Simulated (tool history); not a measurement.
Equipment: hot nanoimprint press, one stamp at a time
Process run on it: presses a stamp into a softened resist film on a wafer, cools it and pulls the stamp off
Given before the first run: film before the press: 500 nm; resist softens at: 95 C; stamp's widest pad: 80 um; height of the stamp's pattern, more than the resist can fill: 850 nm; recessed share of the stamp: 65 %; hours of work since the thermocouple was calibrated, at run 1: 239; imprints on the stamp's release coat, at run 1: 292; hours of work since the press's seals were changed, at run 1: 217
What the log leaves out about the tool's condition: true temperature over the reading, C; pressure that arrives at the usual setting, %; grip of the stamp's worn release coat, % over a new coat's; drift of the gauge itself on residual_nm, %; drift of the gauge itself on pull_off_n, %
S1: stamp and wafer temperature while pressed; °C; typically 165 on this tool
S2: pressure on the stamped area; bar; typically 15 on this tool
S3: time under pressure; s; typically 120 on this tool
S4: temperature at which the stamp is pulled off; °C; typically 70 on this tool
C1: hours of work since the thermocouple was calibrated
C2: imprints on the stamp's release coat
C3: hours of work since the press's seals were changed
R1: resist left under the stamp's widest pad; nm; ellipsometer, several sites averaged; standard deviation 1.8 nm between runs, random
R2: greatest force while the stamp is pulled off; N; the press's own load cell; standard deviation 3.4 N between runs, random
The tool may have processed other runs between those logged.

| run | hour | S1 | S2 | S3 | S4 | C1 | C2 | C3 | R1 | R2 |
|---|---|---|---|---|---|---|---|---|---|---|
| 1 | 0 | 165 | 15 | 120 | 70 | 239 | 292 | 217 | 289.4 | 165 |
| 2 | 10.5 | 162 | 15 | 120 | 70 | 246 | 350 | 225 | 312.3 | 165 |
| 3 | 27.7 | 165 | 15 | 120 | 67 | 258 | 445 | 237 | 291.7 | 168 |
| 4 | 41.7 | 165 | 15 | 120 | 59 | 268 | 523 | 247 | 293.5 | 180 |
| 5 | 51.7 | 166 | 15 | 120 | 70 | 275 | 578 | 254 | 281.8 | 170 |
| 6 | 63.1 | 165 | 15 | 120 | 70 | 283 | 642 | 262 | 289.9 | 163 |
| 7 | 77.7 | 165 | 15 | 120 | 70 | 294 | 723 | 272 | 292.4 | 163 |
| 8 | 87.4 | 157 | 17.6 | 199 | 77 | 301 | 776 | 279 | 284.1 | 154 |
| 9 | 97.5 | 157 | 17.6 | 199 | 77 | 308 | 832 | 286 | 287 | 152 |
| 10 | 114.1 | 176 | 17.6 | 199 | 78 | 320 | 924 | 298 | 169.1 | 150 |
| 11 | 131 | 165 | 17.6 | 199 | 60 | 332 | 1018 | 310 | 228.8 | 182 |
| 12 | 145.2 | 165 | 17.6 | 199 | 60 | 342 | 1097 | 320 | 227.9 | 177 |
| 13 | 160 | 165 | 17.6 | 199 | 60 | 352 | 1179 | 331 | 229.5 | 178 |
| 14 | 171.7 | 157 | 14.2 | 154 | 56 | 360 | 1244 | 339 | 334 | 188 |

3 options for the next run, each taken on its own from the tool as it stands now. Forecast them:
| A | 183.2 | 158 | 15 | 120 | 70 | 369 | 1308 | 347 | ? | ? |
| B | 183.2 | 157 | 14.2 | 80 | 56 | 369 | 1308 | 347 | ? | ? |
| C | 183.2 | 157 | 17 | 154 | 56 | 369 | 1308 | 347 | ? | ? |

| run | R1 | R2 |
|---|---|---|
| A | 343.4 | 164 |
| B | 383.2 | 187 |
| C | 319.5 | 185 |
The same runs, with their run-to-run variation unchanged, on a tool lacking any hidden condition would have given:
| run | R1 | R2 |
|---|---|---|
| A | 343 | 162 |
| B | 382.8 | 185 |
| C | 319 | 183 |
